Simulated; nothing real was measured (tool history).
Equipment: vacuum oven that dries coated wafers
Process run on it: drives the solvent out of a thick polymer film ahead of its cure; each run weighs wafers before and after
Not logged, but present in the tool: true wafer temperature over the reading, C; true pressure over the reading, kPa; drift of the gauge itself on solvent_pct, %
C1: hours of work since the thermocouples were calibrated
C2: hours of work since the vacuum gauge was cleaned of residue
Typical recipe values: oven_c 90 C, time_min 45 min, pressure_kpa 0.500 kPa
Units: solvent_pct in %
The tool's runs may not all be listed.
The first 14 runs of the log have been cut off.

{"run": 15, "hour": 837.5, "oven_c": 90, "time_min": 45, "pressure_kpa": 0.5, "C1": 232, "C2": 1174, "solvent_pct": 1.41}
{"run": 16, "hour": 925.7, "oven_c": 90, "time_min": 45, "pressure_kpa": 0.5, "C1": 271, "C2": 1214, "solvent_pct": 1.33}
{"run": 17, "hour": 999.5, "oven_c": 83, "time_min": 45, "pressure_kpa": 0.5, "C1": 304, "C2": 1246, "solvent_pct": 2.52}
{"run": 18, "hour": 1077.8, "oven_c": 79, "time_min": 45, "pressure_kpa": 0.5, "C1": 339, "C2": 1281, "solvent_pct": 3.52}
{"run": 19, "hour": 1131.4, "oven_c": 90, "time_min": 38, "pressure_kpa": 1.32, "C1": 363, "C2": 1305, "solvent_pct": 2.23}
{"run": 20, "hour": 1216.2, "oven_c": 83, "time_min": 45, "pressure_kpa": 1.638, "C1": 401, "C2": 1343, "solvent_pct": 3.21}
{"run": 21, "hour": 1257.2, "oven_c": 83, "time_min": 45, "pressure_kpa": 1.638, "C1": 419, "C2": 1361, "solvent_pct": 3.14}
{"run": 22, "hour": 1313.6, "oven_c": 90, "time_min": 77, "pressure_kpa": 1.638, "C1": 444, "C2": 1386, "solvent_pct": 1.15}
{"run": 23, "hour": 1394.5, "oven_c": 90, "time_min": 60, "pressure_kpa": 0.452, "C1": 480, "C2": 1422, "solvent_pct": 0.92}
{"run": 24, "hour": 1457.0, "oven_c": 90, "time_min": 60, "pressure_kpa": 0.452, "C1": 508, "C2": 1450, "solvent_pct": 0.79}
{"run": 25, "hour": 1536.8, "oven_c": 100, "time_min": 38, "pressure_kpa": 0.674, "C1": 543, "C2": 1485, "solvent_pct": 0.92}
{"run": 26, "hour": 1574.7, "oven_c": 100, "time_min": 27, "pressure_kpa": 1.451, "C1": 560, "C2": 1502, "solvent_pct": 1.95}
{"run": 27, "hour": 1639.7, "oven_c": 102, "time_min": 50, "pressure_kpa": 1.451, "C1": 589, "C2": 1531, "solvent_pct": 0.71}
{"run": 28, "hour": 1683.9, "oven_c": 102, "time_min": 50, "pressure_kpa": 1.451, "C1": 609, "C2": 1551, "solvent_pct": 0.72}
{"run": 29, "hour": 1748.5, "oven_c": 102, "time_min": 42, "pressure_kpa": 1.451, "C1": 638, "C2": 1580, "solvent_pct": 0.83}
{"run": 30, "hour": 1798.9, "oven_c": 84, "time_min": 45, "pressure_kpa": 0.5, "C1": 660, "C2": 1602, "solvent_pct": 2.47}

The next listed run, before its measurement:
{"run": 31, "hour": 1876.9, "oven_c": 96, "time_min": 45, "pressure_kpa": 0.504, "C1": 695, "C2": 1637, "solvent_pct": "?"}

Run 31 came out at solvent_pct 0.89 %.
Were there no unlogged condition in the tool, this run, its random variation unchanged, would have produced solvent_pct 0.63 %.
